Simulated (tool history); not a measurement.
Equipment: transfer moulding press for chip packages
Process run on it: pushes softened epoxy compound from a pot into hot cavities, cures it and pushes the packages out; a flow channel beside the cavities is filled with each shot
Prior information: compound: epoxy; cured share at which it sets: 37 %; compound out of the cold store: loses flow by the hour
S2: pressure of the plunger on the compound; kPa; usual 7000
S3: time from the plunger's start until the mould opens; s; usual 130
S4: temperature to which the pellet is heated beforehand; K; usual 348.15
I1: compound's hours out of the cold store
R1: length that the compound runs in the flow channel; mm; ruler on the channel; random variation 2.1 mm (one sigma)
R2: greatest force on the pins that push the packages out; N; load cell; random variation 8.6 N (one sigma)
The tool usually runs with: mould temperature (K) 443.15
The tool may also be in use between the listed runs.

run 1 hour=0.0 | mould_temperature_(K)=443.15 S2=7000 S3=130 S4=348.15 | I1=31.9 | R1=642 R2=376
run 2 hour=44.1 | mould_temperature_(K)=443.15 S2=7000 S3=130 S4=341.15 | I1=40.7 | R1=610 R2=377
run 3 hour=77.8 | mould_temperature_(K)=443.15 S2=7000 S3=130 S4=341.15 | I1=35.7 | R1=629 R2=403
-- hour=87.6 cavities cleaned with cleaning compound and waxed
run 4 hour=128.5 | mould_temperature_(K)=443.15 S2=7000 S3=130 S4=341.15 | I1=14.1 | R1=717 R2=405
-- hour=133.9 plunger's sealing rings changed
-- hour=178.4 cavities cleaned with cleaning compound and waxed
run 5 hour=185.4 | mould_temperature_(K)=443.15 S2=7000 S3=130 S4=341.15 | I1=18.2 | R1=698 R2=389
-- hour=210.8 mould's thermocouples calibrated
run 6 hour=246.7 | mould_temperature_(K)=443.15 S2=7000 S3=130 S4=341.15 | I1=42.0 | R1=603 R2=391
-- hour=271.1 cavities cleaned with cleaning compound and waxed
run 7 hour=273.6 | mould_temperature_(K)=443.15 S2=7000 S3=130 S4=348.15 | I1=26.8 | R1=662 R2=407
run 8 hour=302.6 | mould_temperature_(K)=443.15 S2=5440 S3=130 S4=348.15 | I1=34.1 | R1=561 R2=397
run 9 hour=335.9 | mould_temperature_(K)=443.15 S2=7000 S3=130 S4=340.15 | I1=25.3 | R1=669 R2=413
-- hour=361.3 cavities cleaned with cleaning compound and waxed
run 10 hour=375.7 | mould_temperature_(K)=445.15 S2=7000 S3=130 S4=340.15 | I1=15.4 | R1=701 R2=378
run 11 hour=430.0 | mould_temperature_(K)=445.15 S2=7000 S3=130 S4=351.15 | I1=35.8 | R1=618 R2=363
-- hour=454.1 cavities cleaned with cleaning compound and waxed
run 12 hour=474.3 | mould_temperature_(K)=445.15 S2=7000 S3=130 S4=351.15 | I1=15.3 | R1=698 R2=360
run 13 hour=505.3 | mould_temperature_(K)=443.15 S2=7000 S3=130 S4=354.15 | I1=30.7 | R1=648 R2=381
-- hour=530.9 plunger's sealing rings changed
-- hour=547.8 cavities cleaned with cleaning compound and waxed
run 14 hour=548.1 | mould_temperature_(K)=443.15 S2=7000 S3=130 S4=354.15 | I1=17.9 | R1=697 R2=393
run 15 hour=604.2 | mould_temperature_(K)=439.15 S2=7000 S3=130 S4=348.15 | I1=11.9 | R1=744 R2=537
-- hour=638.4 cavities cleaned with cleaning compound and waxed
run 16 hour=652.8 | mould_temperature_(K)=439.15 S2=5960 S3=138 S4=356.15 | I1=28.7 | R1=622 R2=437
run 17 hour=688.0 | mould_temperature_(K)=439.15 S2=8680 S3=132 S4=356.15 | I1=38.0 | R1=708 R2=467
-- hour=730.3 cavities cleaned with cleaning compound and waxed
run 18 hour=747.1 | mould_temperature_(K)=437.15 S2=7000 S3=130 S4=355.15 | I1=29.4 | R1=679 R2=568

Predict the results of run 19:
run 19 hour=772.0 | mould_temperature_(K)=447.15 S2=7000 S3=130 S4=338.15 | I1=43.3 | R1=? R2=?

R1: 585 mm
R2: 334 N
Had the tool carried no hidden state, the very same run would have given R1 586 mm, R2 330 N.
